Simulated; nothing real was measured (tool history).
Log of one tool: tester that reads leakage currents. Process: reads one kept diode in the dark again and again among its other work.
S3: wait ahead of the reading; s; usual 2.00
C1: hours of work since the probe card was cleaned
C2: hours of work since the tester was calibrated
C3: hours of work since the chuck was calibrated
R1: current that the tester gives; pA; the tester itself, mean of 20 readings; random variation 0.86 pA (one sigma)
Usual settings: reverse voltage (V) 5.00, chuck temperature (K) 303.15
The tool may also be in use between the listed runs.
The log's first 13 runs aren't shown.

{"run": 14, "hour": 2247.6, "reverse voltage (V)": 5.0, "chuck temperature (K)": 303.15, "S3": 2.0, "C1": 520, "C2": 60, "C3": 859, "R1": 316.05}
{"run": 15, "hour": 2377.8, "reverse voltage (V)": 5.0, "chuck temperature (K)": 303.15, "S3": 2.0, "C1": 579, "C2": 119, "C3": 918, "R1": 318.85}
{"hour": 2489.0, "done": "chuck's temperature calibrated"}
{"run": 16, "hour": 2597.0, "reverse voltage (V)": 5.0, "chuck temperature (K)": 303.15, "S3": 0.97, "C1": 678, "C2": 218, "C3": 49, "R1": 299.28}
{"run": 17, "hour": 2794.2, "reverse voltage (V)": 5.0, "chuck temperature (K)": 303.15, "S3": 2.0, "C1": 767, "C2": 308, "C3": 139, "R1": 299.43}
{"run": 18, "hour": 3032.8, "reverse voltage (V)": 5.0, "chuck temperature (K)": 303.15, "S3": 2.0, "C1": 875, "C2": 416, "C3": 247, "R1": 303.29}
{"hour": 3154.9, "done": "tester calibrated, once more"}
{"run": 19, "hour": 3261.6, "reverse voltage (V)": 18.28, "chuck temperature (K)": 310.15, "S3": 3.73, "C1": 978, "C2": 48, "C3": 350, "R1": 1159.71}
{"run": 20, "hour": 3455.1, "reverse voltage (V)": 5.39, "chuck temperature (K)": 317.15, "S3": 2.0, "C1": 1066, "C2": 136, "C3": 438, "R1": 976.33}
{"run": 21, "hour": 3656.2, "reverse voltage (V)": 2.12, "chuck temperature (K)": 311.15, "S3": 2.0, "C1": 1158, "C2": 228, "C3": 529, "R1": 350.68}
{"run": 22, "hour": 3904.0, "reverse voltage (V)": 9.79, "chuck temperature (K)": 311.15, "S3": 2.0, "C1": 1270, "C2": 340, "C3": 642, "R1": 899.61}
{"run": 23, "hour": 4074.8, "reverse voltage (V)": 1.12, "chuck temperature (K)": 310.15, "S3": 4.78, "C1": 1348, "C2": 418, "C3": 719, "R1": 224.75}
{"run": 24, "hour": 4323.8, "reverse voltage (V)": 11.19, "chuck temperature (K)": 314.15, "S3": 0.98, "C1": 1461, "C2": 531, "C3": 832, "R1": 1248.93}
{"run": 25, "hour": 4457.8, "reverse voltage (V)": 3.32, "chuck temperature (K)": 303.15, "S3": 2.96, "C1": 1522, "C2": 592, "C3": 893, "R1": 246.4}
{"run": 26, "hour": 4596.4, "reverse voltage (V)": 3.32, "chuck temperature (K)": 303.15, "S3": 2.96, "C1": 1585, "C2": 655, "C3": 956, "R1": 247.88}
{"hour": 4616.8, "done": "chuck's temperature calibrated"}
{"run": 27, "hour": 4763.0, "reverse voltage (V)": 5.0, "chuck temperature (K)": 297.15, "S3": 2.0, "C1": 1660, "C2": 730, "C3": 66, "R1": 178.24}
{"run": 28, "hour": 4914.7, "reverse voltage (V)": 16.36, "chuck temperature (K)": 322.15, "S3": 0.63, "C1": 1728, "C2": 798, "C3": 135, "R1": 2780.54}
{"run": 29, "hour": 5122.7, "reverse voltage (V)": 9.66, "chuck temperature (K)": 328.15, "S3": 5.13, "C1": 1823, "C2": 893, "C3": 230, "R1": 3203.84}
{"run": 30, "hour": 5281.9, "reverse voltage (V)": 19.11, "chuck temperature (K)": 303.15, "S3": 2.0, "C1": 1895, "C2": 965, "C3": 302, "R1": 695.15}
{"hour": 5377.3, "done": "probe card cleaned and baked"}
{"run": 31, "hour": 5530.9, "reverse voltage (V)": 19.11, "chuck temperature (K)": 303.15, "S3": 2.0, "C1": 70, "C2": 1077, "C3": 414, "R1": 663.23}
{"run": 32, "hour": 5682.6, "reverse voltage (V)": 19.11, "chuck temperature (K)": 303.15, "S3": 2.0, "C1": 139, "C2": 1146, "C3": 483, "R1": 671.93}
{"run": 33, "hour": 5922.7, "reverse voltage (V)": 5.0, "chuck temperature (K)": 303.15, "S3": 0.31, "C1": 248, "C2": 1255, "C3": 592, "R1": 303.8}
{"run": 34, "hour": 6163.0, "reverse voltage (V)": 5.0, "chuck temperature (K)": 303.15, "S3": 0.31, "C1": 357, "C2": 1364, "C3": 701, "R1": 308.5}
{"run": 35, "hour": 6407.8, "reverse voltage (V)": 12.35, "chuck temperature (K)": 303.15, "S3": 0.83, "C1": 468, "C2": 1475, "C3": 812, "R1": 534.88}

3 ways to go on from here, each from the tool as it stands after run 35. What would each give?
{"run": "A", "hour": 6563.1, "reverse voltage (V)": 1.2, "chuck temperature (K)": 315.15, "S3": 0.3, "C1": 539, "C2": 1546, "C3": 883, "R1": "?"}
{"run": "B", "hour": 6563.1, "reverse voltage (V)": 18.12, "chuck temperature (K)": 306.15, "S3": 0.83, "C1": 539, "C2": 1546, "C3": 883, "R1": "?"}
{"run": "C", "hour": 6563.1, "reverse voltage (V)": 11.51, "chuck temperature (K)": 305.15, "S3": 2.0, "C1": 539, "C2": 1546, "C3": 883, "R1": "?"}

run=A R1=358.16
run=B R1=874.54
run=C R1=614.34
Without the tool's hidden state the same runs would have given:
run=A R1=330.92
run=B R1=797.01
run=C R1=560.10
